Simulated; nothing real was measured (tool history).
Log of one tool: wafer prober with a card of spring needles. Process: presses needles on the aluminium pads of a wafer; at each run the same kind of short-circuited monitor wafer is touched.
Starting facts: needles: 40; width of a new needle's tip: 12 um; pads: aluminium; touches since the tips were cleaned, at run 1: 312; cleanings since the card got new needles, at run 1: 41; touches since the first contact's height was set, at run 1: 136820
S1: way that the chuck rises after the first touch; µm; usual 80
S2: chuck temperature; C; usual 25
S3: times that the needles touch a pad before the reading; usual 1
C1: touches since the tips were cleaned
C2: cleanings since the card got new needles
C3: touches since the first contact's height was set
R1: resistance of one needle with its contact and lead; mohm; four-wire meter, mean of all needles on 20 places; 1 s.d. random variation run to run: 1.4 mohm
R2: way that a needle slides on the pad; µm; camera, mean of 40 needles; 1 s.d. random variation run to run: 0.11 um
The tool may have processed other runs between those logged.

run,day,S1,S2,S3,C1,C2,C3,R1,R2
1,0.000,80,25,1,312,41,136820,130,14.93
# day 0.175: tips cleaned on abrasive film
# day 0.396: tips cleaned on abrasive film
# day 0.571: tips cleaned on abrasive film
# day 0.788: tips cleaned on abrasive film
# day 1.008: tips cleaned on abrasive film
# day 1.225: tips cleaned on abrasive film
# day 1.446: tips cleaned on abrasive film
# day 1.621: tips cleaned on abrasive film
# day 1.842: tips cleaned on abrasive film
2,1.900,80,25,1,1040,50,168686,130,14.87
# day 2.033: tips cleaned on abrasive film
# day 2.254: tips cleaned on abrasive film
# day 2.471: tips cleaned on abrasive film
# day 2.692: tips cleaned on abrasive film
# day 2.908: tips cleaned on abrasive film
# day 3.129: tips cleaned on abrasive film
# day 3.304: tips cleaned on abrasive film
# day 3.521: tips cleaned on abrasive film
3,3.583,80,25,1,1021,58,196862,130,14.69
# day 3.717: tips cleaned on abrasive film
# day 3.892: tips cleaned on abrasive film
# day 4.108: tips cleaned on abrasive film
# day 4.121: height of the first contact set anew
# day 4.296: tips cleaned on abrasive film
# day 4.517: tips cleaned on abrasive film
# day 4.692: tips cleaned on abrasive film
# day 4.912: tips cleaned on abrasive film
# day 5.129: tips cleaned on abrasive film
# day 5.350: tips cleaned on abrasive film
# day 5.567: tips cleaned on abrasive film
# day 5.788: tips cleaned on abrasive film
# day 6.004: tips cleaned on abrasive film
4,6.167,80,25,1,2772,70,34331,129,14.68
# day 6.212: tips cleaned on abrasive film
# day 6.392: tips cleaned on abrasive film
# day 6.608: tips cleaned on abrasive film
# day 6.783: tips cleaned on abrasive film
# day 7.004: tips cleaned on abrasive film
# day 7.179: tips cleaned on abrasive film
# day 7.396: tips cleaned on abrasive film
# day 7.617: tips cleaned on abrasive film
# day 7.792: tips cleaned on abrasive film
# day 8.012: tips cleaned on abrasive film
# day 8.229: tips cleaned on abrasive film
# day 8.450: tips cleaned on abrasive film
5,8.579,80,25,1,2207,82,74701,127,14.78
# day 8.629: tips cleaned on abrasive film
# day 8.846: tips cleaned on abrasive film
# day 9.067: tips cleaned on abrasive film
# day 9.283: tips cleaned on abrasive film
# day 9.462: tips cleaned on abrasive film
# day 9.679: tips cleaned on abrasive film
# day 9.900: tips cleaned on abrasive film
# day 10.075: tips cleaned on abrasive film
# day 10.292: tips cleaned on abrasive film
# day 10.512: tips cleaned on abrasive film
# day 10.729: tips cleaned on abrasive film
6,10.879,80,25,1,2521,93,113257,131,14.89
# day 10.925: tips cleaned on abrasive film
# day 11.142: tips cleaned on abrasive film
# day 11.362: tips cleaned on abrasive film
# day 11.538: tips cleaned on abrasive film
# day 11.758: tips cleaned on abrasive film
# day 11.933: tips cleaned on abrasive film
# day 12.150: tips cleaned on abrasive film
# day 12.329: tips cleaned on abrasive film
# day 12.546: tips cleaned on abrasive film
# day 12.721: tips cleaned on abrasive film
# day 12.900: tips cleaned on abrasive film
7,12.900,80,25,1,0,104,147071,131,14.71
# day 13.121: tips cleaned on abrasive film
# day 13.338: tips cleaned on abrasive film
# day 13.512: tips cleaned on abrasive film
# day 13.733: tips cleaned on abrasive film
# day 13.950: tips cleaned on abrasive film
8,14.117,80,25,1,2862,109,167539,129,14.71
# day 14.167: tips cleaned on abrasive film
# day 14.383: tips cleaned on abrasive film
# day 14.558: tips cleaned on abrasive film
# day 14.779: tips cleaned on abrasive film
# day 14.996: tips cleaned on abrasive film
# day 15.217: tips cleaned on abrasive film
9,15.300,80,25,1,1433,115,187320,131,14.79
# day 15.433: tips cleaned on abrasive film
# day 15.650: tips cleaned on abrasive film
# day 15.829: tips cleaned on abrasive film
# day 16.004: tips cleaned on abrasive film
# day 16.221: tips cleaned on abrasive film
# day 16.400: tips cleaned on abrasive film
# day 16.412: height of the first contact set anew
# day 16.629: tips cleaned on abrasive film
# day 16.850: tips cleaned on abrasive film
# day 17.025: tips cleaned on abrasive film
# day 17.242: tips cleaned on abrasive film
# day 17.429: tips cleaned on abrasive film
10,17.429,80,25,1,0,126,17092,127,14.77
# day 17.608: tips cleaned on abrasive film
# day 17.783: tips cleaned on abrasive film
# day 18.000: tips cleaned on abrasive film
# day 18.179: tips cleaned on abrasive film
# day 18.354: tips cleaned on abrasive film
# day 18.571: tips cleaned on abrasive film
# day 18.746: tips cleaned on abrasive film
# day 18.967: tips cleaned on abrasive film
# day 19.142: tips cleaned on abrasive film
# day 19.317: tips cleaned on abrasive film
# day 19.538: tips cleaned on abrasive film
# day 19.712: tips cleaned on abrasive film
11,19.850,80,25,1,2342,138,57598,130,14.84
# day 19.896: tips cleaned on abrasive film
# day 20.117: tips cleaned on abrasive film
# day 20.333: tips cleaned on abrasive film
# day 20.508: tips cleaned on abrasive film
# day 20.729: tips cleaned on abrasive film
# day 20.904: tips cleaned on abrasive film
# day 21.125: tips cleaned on abrasive film
# day 21.300: tips cleaned on abrasive film
12,21.325,80,25,1,436,146,82256,131,14.86
# day 21.500: tips cleaned on abrasive film
# day 21.675: tips cleaned on abrasive film
# day 21.896: tips cleaned on abrasive film
# day 22.071: tips cleaned on abrasive film
# day 22.246: tips cleaned on abrasive film
# day 22.746: card fitted with new needles
# day 22.921: tips cleaned on abrasive film
# day 23.142: tips cleaned on abrasive film
# day 23.358: tips cleaned on abrasive film
# day 23.579: tips cleaned on abrasive film
13,23.700,80,111,2,2100,4,16045,146,14.78
# day 23.792: tips cleaned on abrasive film
# day 23.967: tips cleaned on abrasive film
# day 24.188: tips cleaned on abrasive film
# day 24.404: tips cleaned on abrasive film
# day 24.625: tips cleaned on abrasive film
# day 24.800: tips cleaned on abrasive film
# day 25.017: tips cleaned on abrasive film
# day 25.238: tips cleaned on abrasive film
# day 25.412: tips cleaned on abrasive film
# day 25.633: tips cleaned on abrasive film
# day 25.808: tips cleaned on abrasive film
14,25.900,80,33,2,1592,15,52865,130,15.01
# day 25.992: tips cleaned on abrasive film
# day 26.167: tips cleaned on abrasive film
# day 26.383: tips cleaned on abrasive film
# day 26.604: tips cleaned on abrasive film
# day 26.779: tips cleaned on abrasive film
# day 26.954: tips cleaned on abrasive film
# day 27.175: tips cleaned on abrasive film
# day 27.350: tips cleaned on abrasive film
# day 27.567: tips cleaned on abrasive film
# day 27.746: tips cleaned on abrasive film
15,27.858,80,33,2,1938,25,85627,132,14.81

Expected results for the next run?
# day 27.946: tips cleaned on abrasive film
# day 28.167: tips cleaned on abrasive film
# day 28.342: tips cleaned on abrasive film
# day 28.517: tips cleaned on abrasive film
# day 28.738: tips cleaned on abrasive film
# day 28.954: tips cleaned on abrasive film
# day 29.175: tips cleaned on abrasive film
# day 29.350: tips cleaned on abrasive film
# day 29.525: tips cleaned on abrasive film
# day 29.746: tips cleaned on abrasive film
# day 29.921: tips cleaned on abrasive film
# day 30.138: tips cleaned on abrasive film
16,30.225,70,74,2,1491,37,125282,?,?

Run 16 came out at R1 139 mohm, R2 12.89 µm.
Minus the tool's unlogged condition, the same run would have read R1 139 mohm, R2 12.91 µm.
